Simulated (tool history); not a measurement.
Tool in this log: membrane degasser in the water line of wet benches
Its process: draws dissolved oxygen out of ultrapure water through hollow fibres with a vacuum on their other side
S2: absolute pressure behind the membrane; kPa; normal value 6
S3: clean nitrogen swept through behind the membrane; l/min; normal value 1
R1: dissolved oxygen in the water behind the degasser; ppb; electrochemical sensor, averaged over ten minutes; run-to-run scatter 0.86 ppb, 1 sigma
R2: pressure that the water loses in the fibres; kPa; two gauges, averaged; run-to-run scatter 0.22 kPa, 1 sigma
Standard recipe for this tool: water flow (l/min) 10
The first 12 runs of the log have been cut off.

run 13 hour=3004.3 | water_flow_(l/min)=10 S2=9.74 S3=1 | R1=194.2 R2=56.4
-- hour=3030.8 vacuum gauge calibrated, once more
run 14 hour=3313.5 | water_flow_(l/min)=10 S2=9.74 S3=1 | R1=176.4 R2=57.1
run 15 hour=3608.9 | water_flow_(l/min)=10 S2=9.74 S3=1 | R1=181.1 R2=57.14
run 16 hour=3767.2 | water_flow_(l/min)=10 S2=9.74 S3=1 | R1=177.8 R2=56.85
run 17 hour=3996.7 | water_flow_(l/min)=10 S2=12.2 S3=1.65 | R1=155.8 R2=56.99
run 18 hour=4352.7 | water_flow_(l/min)=10 S2=9.25 S3=1.9 | R1=101.4 R2=57.8
run 19 hour=4533.7 | water_flow_(l/min)=14 S2=6 S3=0.85 | R1=172.3 R2=80.54
-- hour=4555.6 seals of the vacuum lines changed
run 20 hour=4718 | water_flow_(l/min)=6 S2=11.68 S3=1.93 | R1=69.8 R2=34.53
run 21 hour=4988.6 | water_flow_(l/min)=6 S2=11.68 S3=1.93 | R1=70 R2=34.73
run 22 hour=5186.8 | water_flow_(l/min)=6 S2=11.68 S3=1.93 | R1=69.3 R2=34.65
run 23 hour=5510.5 | water_flow_(l/min)=6 S2=11.68 S3=1.93 | R1=68.9 R2=34.93
run 24 hour=5690.1 | water_flow_(l/min)=10 S2=11.68 S3=1.07 | R1=214.2 R2=57.88
run 25 hour=5848.4 | water_flow_(l/min)=15 S2=11.68 S3=1.07 | R1=349.6 R2=87.06
run 26 hour=6173 | water_flow_(l/min)=14 S2=5.28 S3=1 | R1=144.1 R2=81.88
run 27 hour=6474.6 | water_flow_(l/min)=7 S2=6 S3=0.66 | R1=83.7 R2=40.86
run 28 hour=6686.6 | water_flow_(l/min)=8 S2=6 S3=0.42 | R1=141.9 R2=47.18
run 29 hour=6883.7 | water_flow_(l/min)=10 S2=12.01 S3=2.06 | R1=134.1 R2=58.93
run 30 hour=7138.6 | water_flow_(l/min)=11 S2=5.14 S3=2.06 | R1=63.3 R2=64.46
run 31 hour=7330.9 | water_flow_(l/min)=9 S2=6.77 S3=0.55 | R1=161.8 R2=52.97
run 32 hour=7604.8 | water_flow_(l/min)=9 S2=6.95 S3=0.55 | R1=172.3 R2=52.71

Here are 4 independent what-if runs from the current tool condition. What would each one return?
run A hour=7855.6 | water_flow_(l/min)=9 S2=6.96 S3=2.29 | R1=? R2=?
run B hour=7855.6 | water_flow_(l/min)=13 S2=6 S3=1 | R1=? R2=?
run C hour=7855.6 | water_flow_(l/min)=12 S2=6.95 S3=0.86 | R1=? R2=?
run D hour=7855.6 | water_flow_(l/min)=9 S2=5.19 S3=0.95 | R1=? R2=?

run=A R1=57.7 R2=53.37
run=B R1=151.1 R2=77.09
run=C R1=178.2 R2=71
run=D R1=71.5 R2=53.14
Without the tool's unlogged condition, the same runs would have read:
run=A R1=45.1 R2=48.23
run=B R1=117.1 R2=69.68
run=C R1=147 R2=64.16
run=D R1=54.3 R2=48.01
